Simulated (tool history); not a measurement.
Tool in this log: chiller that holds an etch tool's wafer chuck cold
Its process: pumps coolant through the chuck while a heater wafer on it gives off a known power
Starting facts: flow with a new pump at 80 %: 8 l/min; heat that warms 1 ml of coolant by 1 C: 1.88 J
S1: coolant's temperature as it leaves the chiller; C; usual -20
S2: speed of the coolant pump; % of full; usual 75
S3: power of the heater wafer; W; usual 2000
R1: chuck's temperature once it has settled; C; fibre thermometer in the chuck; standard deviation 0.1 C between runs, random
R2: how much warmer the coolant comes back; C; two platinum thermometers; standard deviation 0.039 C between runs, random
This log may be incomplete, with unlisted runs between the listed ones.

run	day	S1	S2	S3	R1	R2
1	0.000	-20	75	2000	-3.1	8.58
2	1.812	-20	75	2000	-2.9	8.60
3	3.267	-20	75	2000	-2.9	8.63
4	4.692	-20	75	2000	-2.8	8.63
5	6.012	-20	75	2000	-3.0	8.58
6	7.575	-20	75	2000	-2.7	8.67
7	8.629	-22	65	1581	-6.6	7.89
8	9.792	-27	86	2761	-5.7	10.44
# day 10.142: coolant pump overhauled
9	10.983	-17	75	1347	-5.3	5.92
10	11.983	-28	72	2347	-6.7	10.70

What will run 11 give?
11	13.154	-18	72	1732	?	?

{"run 11": {"R1": -2.3, "R2": 7.95}}
Minus the tool's unlogged condition, the same run would have read R1 -4.1 C, R2 7.70 C.
